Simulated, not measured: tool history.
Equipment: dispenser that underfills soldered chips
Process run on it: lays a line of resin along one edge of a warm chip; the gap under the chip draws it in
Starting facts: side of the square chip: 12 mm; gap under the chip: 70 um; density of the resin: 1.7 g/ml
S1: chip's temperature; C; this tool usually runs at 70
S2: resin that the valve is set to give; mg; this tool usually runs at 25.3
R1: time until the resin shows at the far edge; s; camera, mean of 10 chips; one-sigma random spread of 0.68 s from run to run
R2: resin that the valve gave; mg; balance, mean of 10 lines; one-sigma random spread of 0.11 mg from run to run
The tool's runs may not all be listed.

run,hour,S1,S2,R1,R2
1,0,70,25.3,101.3,22.22
# hour 3.6: new syringe of resin
2,6.9,70,25.3,72.1,22.18
3,16.1,70,25.3,111.3,22.29
# hour 18.5: new syringe of resin
# hour 19.5: dispensing valve cleaned and set on the balance
4,28,75,25.3,75.2,24.94
# hour 33.8: new syringe of resin
5,37.7,75,25.3,60.2,25.06
6,46.5,65,25.3,133.1,24.88
# hour 48.3: new syringe of resin
7,56.1,65,25.3,99,24.53
8,61.6,70,25.3,107.2,24.57
# hour 62.5: new syringe of resin
9,72.9,70,25.3,95.1,24.41
# hour 77.1: new syringe of resin
10,81.3,70,25.3,72.6,24.08
11,90.4,56,25.3,188.9,23.9
# hour 91.3: new syringe of resin
12,96.1,70,25.3,74,23.85
13,102.6,70,25.3,100,23.84
# hour 106: new syringe of resin
14,113.8,70,25.3,84.6,23.53
# hour 120.2: new syringe of resin
15,123.9,72,29,65.8,27.03
16,130.3,67,24.4,107.9,22.46
# hour 135.3: new syringe of resin
17,135.8,75,31.3,50.1,28.84
18,143.9,82,24.8,58.3,22.87
# hour 149.9: new syringe of resin
19,152.6,68,22.8,75.4,20.67

Forecast run 20:
20,161.4,65,24.9,?,?

For run 20 the tool returned R1 120.7 s, R2 22.46 mg.
Take away the tool's hidden state, keep the run-to-run variation as it was, and the same run would have given R1 72.9 s, R2 24.94 mg.
